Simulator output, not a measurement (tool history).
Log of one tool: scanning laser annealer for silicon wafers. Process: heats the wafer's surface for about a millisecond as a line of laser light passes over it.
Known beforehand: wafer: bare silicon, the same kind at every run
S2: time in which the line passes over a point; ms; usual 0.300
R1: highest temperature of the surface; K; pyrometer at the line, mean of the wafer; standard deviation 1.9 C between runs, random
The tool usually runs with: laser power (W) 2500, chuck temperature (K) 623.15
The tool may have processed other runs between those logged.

Run 1, day 0.000: usual settings. Result: R1 1456.15 K.
Run 2, day 1.708: usual settings. Result: R1 1458.15 K.
Run 3, day 4.450: usual settings. Result: R1 1455.15 K.
Run 4, day 7.033: usual settings but S2 0.222 ms. Result: R1 1337.15 K.
Run 5, day 8.308: usual settings but S2 0.289 ms. Result: R1 1436.15 K.
Run 6, day 9.579: usual settings but S2 0.237 ms. Result: R1 1356.15 K.
Run 7, day 11.908: usual settings but laser power (W) 2302. Result: R1 1384.15 K.
Run 8, day 13.342: usual settings but laser power (W) 2369. Result: R1 1401.15 K.
Run 9, day 15.283: usual settings but laser power (W) 2369, S2 0.311 ms. Result: R1 1418.15 K.
Run 10, day 17.250: usual settings but laser power (W) 2369, S2 0.311 ms. Result: R1 1414.15 K.
Run 11, day 18.658: usual settings but chuck temperature (K) 609.15. Result: R1 1434.15 K.
Run 12, day 20.625: usual settings but chuck temperature (K) 609.15. Result: R1 1434.15 K.
Run 13, day 23.229: usual settings but chuck temperature (K) 609.15. Result: R1 1434.15 K.
Run 14, day 25.988: usual settings but chuck temperature (K) 609.15. Result: R1 1430.15 K.
Run 15, day 27.779: usual settings. Result: R1 1445.15 K.
Run 16, day 28.971: usual settings. Result: R1 1447.15 K.
Run 17, day 30.696: usual settings. Result: R1 1441.15 K.
Run 18, day 33.596: usual settings. Result: R1 1439.15 K.
Run 19, day 36.354: usual settings. Result: R1 1441.15 K.
Run 20, day 38.458: usual settings but chuck temperature (K) 642.15. Result: R1 1458.15 K.
Run 21, day 41.292: usual settings but chuck temperature (K) 642.15. Result: R1 1459.15 K.
Run 22, day 42.792: usual settings but chuck temperature (K) 642.15. Result: R1 1455.15 K.
Run 23, day 44.996: usual settings but chuck temperature (K) 642.15. Result: R1 1458.15 K.
Run 24, day 47.054: usual settings but chuck temperature (K) 635.15. Result: R1 1444.15 K.
Run 25, day 49.450: usual settings but laser power (W) 2704, S2 0.224 ms. Result: R1 1382.15 K.
Run 26, day 50.900: usual settings but laser power (W) 2628, S2 0.224 ms, chuck temperature (K) 638.15. Result: R1 1375.15 K.
Run 27, day 52.546: usual settings but laser power (W) 2628, S2 0.224 ms, chuck temperature (K) 638.15. Result: R1 1369.15 K.
Run 28, day 53.825: usual settings but laser power (W) 2749, S2 0.224 ms, chuck temperature (K) 609.15. Result: R1 1381.15 K.

Run 29 has not been measured yet. What should we expect?
Run 29, day 55.325: usual settings but laser power (W) 2749, S2 0.224 ms, chuck temperature (K) 609.15. Result: R1 ?.

Run 29 measured R1 1381.15 K.
With the hidden condition absent and the run-to-run variation left alone, this run would have shown R1 1412.15 K.

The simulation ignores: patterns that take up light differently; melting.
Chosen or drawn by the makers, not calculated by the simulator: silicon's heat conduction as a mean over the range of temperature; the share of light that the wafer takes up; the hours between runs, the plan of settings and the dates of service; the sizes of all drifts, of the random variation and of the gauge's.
